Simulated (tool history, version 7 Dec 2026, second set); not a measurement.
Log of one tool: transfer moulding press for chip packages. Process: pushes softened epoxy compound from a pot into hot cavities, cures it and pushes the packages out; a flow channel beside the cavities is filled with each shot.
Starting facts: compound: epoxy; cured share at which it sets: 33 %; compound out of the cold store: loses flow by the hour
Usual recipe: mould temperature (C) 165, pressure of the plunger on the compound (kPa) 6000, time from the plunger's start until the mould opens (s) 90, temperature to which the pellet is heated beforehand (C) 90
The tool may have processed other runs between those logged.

run,day,mould temperature (C),pressure of the plunger on the compound (kPa),time from the plunger's start until the mould opens (s),temperature to which the pellet is heated beforehand (C),incoming compound's hours out of the cold store,length that the compound runs in the flow channel (mm),greatest force on the pins that push the packages out (N)
1,0.000,165,6000,90,90,26.0,950,333
# day 2.917: cavities cleaned with cleaning compound and waxed
2,3.650,165,6000,90,90,38.4,887,326
# day 5.896: mould's thermocouples calibrated
3,6.212,165,6000,90,90,46.0,831,325
# day 7.325: cavities cleaned with cleaning compound and waxed
4,8.788,165,6000,90,90,14.9,1012,339
5,11.150,165,6000,90,90,36.5,869,314
# day 11.758: cavities cleaned with cleaning compound and waxed
6,14.054,165,6000,90,90,14.6,1029,343
# day 16.229: cavities cleaned with cleaning compound and waxed
7,16.871,165,6000,90,90,8.6,1058,341
8,19.796,165,6000,90,90,28.5,929,335
# day 20.808: cavities cleaned with cleaning compound and waxed
# day 22.262: plunger's sealing rings changed
9,23.033,165,6000,90,90,41.4,844,310
# day 25.267: cavities cleaned with cleaning compound and waxed
10,26.162,165,6000,90,90,34.5,903,334
11,28.154,165,6000,90,90,28.4,939,342
# day 29.738: cavities cleaned with cleaning compound and waxed
12,31.558,165,6000,90,90,12.6,1025,341
# day 34.146: cavities cleaned with cleaning compound and waxed
13,34.146,165,6000,90,90,23.9,959,344
# day 36.104: mould's thermocouples calibrated
14,37.754,165,6000,90,90,43.3,855,320
# day 38.700: cavities cleaned with cleaning compound and waxed
15,41.038,160,5790,90,84,26.7,938,455
# day 43.029: cavities cleaned with cleaning compound and waxed
16,43.029,160,5790,90,84,11.8,1032,459
# day 44.942: plunger's sealing rings changed
17,45.404,158,6000,90,90,19.1,1014,533
# day 47.592: cavities cleaned with cleaning compound and waxed
18,48.621,172,5750,90,90,10.1,1006,267
19,50.804,165,5480,90,98,31.3,875,327
# day 52.188: cavities cleaned with cleaning compound and waxed
20,52.862,165,5480,90,98,38.3,835,319
21,55.125,160,6980,90,84,11.2,1109,465
# day 56.608: cavities cleaned with cleaning compound and waxed
22,58.250,165,6730,90,85,25.3,1017,335
23,60.267,170,4680,90,90,45.5,733,294
# day 61.012: cavities cleaned with cleaning compound and waxed
24,63.258,166,5680,74,85,8.8,1040,472
25,64.992,166,5680,74,85,38.6,857,415
# day 65.571: cavities cleaned with cleaning compound and waxed
# day 66.100: mould's thermocouples calibrated
# day 67.512: plunger's sealing rings changed
26,67.862,165,6000,90,90,18.2,1015,335
27,69.625,158,6000,90,92,35.8,920,494

What if the next run were any one of these 3? Each begins from the tool's condition after run 27:
# day 70.183: cavities cleaned with cleaning compound and waxed
A,73.025,158,6000,90,96,39.7,?,?
# day 70.183: cavities cleaned with cleaning compound and waxed
B,73.025,159,5990,90,90,40.6,?,?
# day 70.183: cavities cleaned with cleaning compound and waxed
C,73.025,158,5100,90,92,47.0,?,?

run,length that the compound runs in the flow channel (mm),greatest force on the pins that push the packages out (N)
A,883,472
B,886,452
C,809,461
Take away the tool's hidden state, keep each run's random variation, and the runs would have read:
run,length that the compound runs in the flow channel (mm),greatest force on the pins that push the packages out (N)
A,884,469
B,886,449
C,809,458
